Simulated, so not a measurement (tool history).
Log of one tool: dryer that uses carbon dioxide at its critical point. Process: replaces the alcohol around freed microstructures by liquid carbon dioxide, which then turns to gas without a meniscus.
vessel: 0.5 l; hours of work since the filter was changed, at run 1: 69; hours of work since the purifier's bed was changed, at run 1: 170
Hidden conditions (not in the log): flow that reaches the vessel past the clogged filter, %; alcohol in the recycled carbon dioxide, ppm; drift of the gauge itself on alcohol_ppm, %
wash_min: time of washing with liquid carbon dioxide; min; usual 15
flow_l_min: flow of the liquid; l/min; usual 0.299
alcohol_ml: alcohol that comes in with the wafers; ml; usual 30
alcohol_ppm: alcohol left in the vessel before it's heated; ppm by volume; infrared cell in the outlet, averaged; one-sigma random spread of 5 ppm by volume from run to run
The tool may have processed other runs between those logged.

| run | day | wash_min | flow_l_min | alcohol_ml | hours of work since the filter was changed | hours of work since the purifier's bed was changed | alcohol_ppm |
|---|---|---|---|---|---|---|---|
| 1 | 0 | 15 | 0.299 | 30 | 69 | 170 | 87 |
| 2 | 0.417 | 15 | 0.299 | 30 | 74 | 175 | 90 |
| 3 | 0.958 | 15 | 0.299 | 30 | 82 | 183 | 94 |
| 4 | 1.429 | 15 | 0.299 | 30 | 88 | 189 | 100 |
| 5 | 1.912 | 15 | 0.299 | 30 | 95 | 196 | 95 |
| 6 | 2.367 | 15 | 0.299 | 30 | 101 | 202 | 103 |
| 7 | 2.629 | 13 | 0.299 | 30 | 105 | 206 | 170 |
| 8 | 3.267 | 13 | 0.299 | 30 | 114 | 215 | 168 |
| 9 | 3.646 | 15 | 0.299 | 30 | 119 | 220 | 112 |
| 10 | 4.021 | 15 | 0.299 | 30 | 124 | 225 | 114 |
| 11 | 4.612 | 15 | 0.299 | 30 | 132 | 233 | 116 |
| 12 | 5.121 | 15 | 0.299 | 30 | 139 | 240 | 108 |
| 13 | 5.504 | 15 | 0.299 | 30 | 144 | 245 | 123 |
| 14 | 6.142 | 17 | 0.299 | 30 | 153 | 254 | 91 |
| 15 | 6.542 | 17 | 0.299 | 30 | 159 | 260 | 98 |
| 16 | 7.079 | 17 | 0.299 | 30 | 166 | 267 | 98 |
| 17 | 7.6 | 17 | 0.299 | 30 | 173 | 274 | 94 |
| 18 | 8.192 | 15 | 0.186 | 30 | 181 | 282 | 737 |
| 19 | 8.746 | 12 | 0.299 | 30 | 189 | 290 | 280 |
| 20 | 9.212 | 12 | 0.299 | 120 | 195 | 296 | 878 |
| 21 | 9.783 | 17 | 0.299 | 30 | 203 | 304 | 98 |
| 22 | 10.142 | 15 | 0.36 | 30 | 208 | 309 | 98 |
| 23 | 10.642 | 15 | 0.36 | 30 | 215 | 316 | 108 |
| 24 | 10.917 | 14 | 0.36 | 31 | 219 | 320 | 102 |
| 25 | 11.392 | 12 | 0.263 | 30 | 225 | 326 | 483 |
| 26 | 11.733 | 12 | 0.268 | 30 | 230 | 331 | 472 |
| 27 | 12.125 | 12 | 0.268 | 30 | 235 | 336 | 446 |
| 28 | 12.525 | 15 | 0.479 | 30 | 241 | 342 | 101 |
| 29 | 13.012 | 15 | 0.479 | 30 | 248 | 349 | 101 |
| 30 | 13.471 | 17 | 0.205 | 55 | 254 | 355 | 514 |
| 31 | 14.083 | 17 | 0.205 | 55 | 262 | 363 | 521 |
| 32 | 14.342 | 13 | 0.222 | 23 | 266 | 367 | 576 |
| 33 | 14.954 | 24 | 0.467 | 27 | 274 | 375 | 113 |
| 34 | 15.233 | 9 | 0.219 | 27 | 278 | 379 | 2553 |
| 35 | 15.708 | 10 | 0.25 | 50 | 285 | 386 | 2068 |
| 36 | 16.146 | 10 | 0.42 | 50 | 291 | 392 | 250 |
| 37 | 16.475 | 10 | 0.42 | 50 | 295 | 396 | 258 |
| 38 | 16.996 | 10 | 0.42 | 50 | 302 | 403 | 257 |
| 39 | 17.475 | 17 | 0.247 | 37 | 309 | 410 | 225 |
| 40 | 18.092 | 17 | 0.247 | 37 | 317 | 418 | 221 |
| 41 | 18.475 | 15 | 0.212 | 30 | 323 | 424 | 518 |
| 42 | 18.825 | 15 | 0.212 | 30 | 328 | 429 | 528 |
| 43 | 19.454 | 15 | 0.212 | 30 | 336 | 437 | 526 |
| 44 | 19.862 | 15 | 0.429 | 25 | 342 | 443 | 119 |
| 45 | 20.15 | 17 | 0.379 | 91 | 346 | 447 | 136 |
| 46 | 20.542 | 17 | 0.333 | 36 | 351 | 452 | 143 |

Here are 4 independent what-if runs from the current tool condition. What would each one return?
| A | 20.979 | 13 | 0.299 | 21 | 357 | 458 | ? |
| B | 20.979 | 11 | 0.425 | 26 | 357 | 458 | ? |
| C | 20.979 | 12 | 0.183 | 101 | 357 | 458 | ? |
| D | 20.979 | 19 | 0.257 | 30 | 357 | 458 | ? |

| run | alcohol_ppm |
|---|---|
| A | 229 |
| B | 167 |
| C | 6443 |
| D | 163 |
Without the tool's unlogged condition, the same runs would have read:
| run | alcohol_ppm |
|---|---|
| A | 74 |
| B | 31 |
| C | 5274 |
| D | 27 |
